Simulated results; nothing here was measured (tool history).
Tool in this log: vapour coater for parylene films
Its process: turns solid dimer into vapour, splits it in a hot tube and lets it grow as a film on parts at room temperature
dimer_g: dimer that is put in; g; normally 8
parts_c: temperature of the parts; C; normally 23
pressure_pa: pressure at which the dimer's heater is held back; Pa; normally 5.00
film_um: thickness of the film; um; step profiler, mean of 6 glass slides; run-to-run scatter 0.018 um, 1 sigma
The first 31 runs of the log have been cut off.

run,hour,dimer_g,parts_c,pressure_pa,hours of work since the trap's valve was overhauled,hours of work since the table's thermometer was calibrated,film_um
32,1046.0,4,18,9.98,156,597,0.88
33,1077.8,4,27,7.19,183,624,0.77
34,1101.3,4,27,7.19,203,644,0.76
35,1141.0,4,27,2.80,237,678,0.81
# hour 1151.0: trap's valve overhauled
36,1174.0,7,24,2.80,20,703,1.69
37,1193.8,12,30,5.00,37,720,2.34
38,1219.0,8,23,9.53,58,742,1.62
39,1249.3,7,17,2.18,84,768,2.02
40,1273.4,11,30,2.86,105,788,2.21
41,1304.1,8,23,2.78,131,815,1.91
42,1325.2,8,32,5.00,149,833,1.46
43,1348.1,8,25,4.01,169,852,1.70
44,1394.0,3,25,7.11,208,892,0.59
45,1432.7,3,25,7.11,241,925,0.55
# hour 1439.7: trap's valve overhauled
46,1474.1,13,25,9.71,30,957,2.57
47,1502.0,13,25,9.71,53,981,2.54

Each row is a separate what-if for the run after 47, all from the same tool condition, not one after another. Results?
A,1528.9,6,19,3.78,76,1004,?
B,1528.9,13,23,9.71,76,1004,?
C,1528.9,3,16,9.71,76,1004,?
D,1528.9,11,33,8.89,76,1004,?

run,film_um
A,1.52
B,2.67
C,0.72
D,1.83
What these runs would have given with no unlogged condition in the tool:
run,film_um
A,1.55
B,2.71
C,0.73
D,1.86

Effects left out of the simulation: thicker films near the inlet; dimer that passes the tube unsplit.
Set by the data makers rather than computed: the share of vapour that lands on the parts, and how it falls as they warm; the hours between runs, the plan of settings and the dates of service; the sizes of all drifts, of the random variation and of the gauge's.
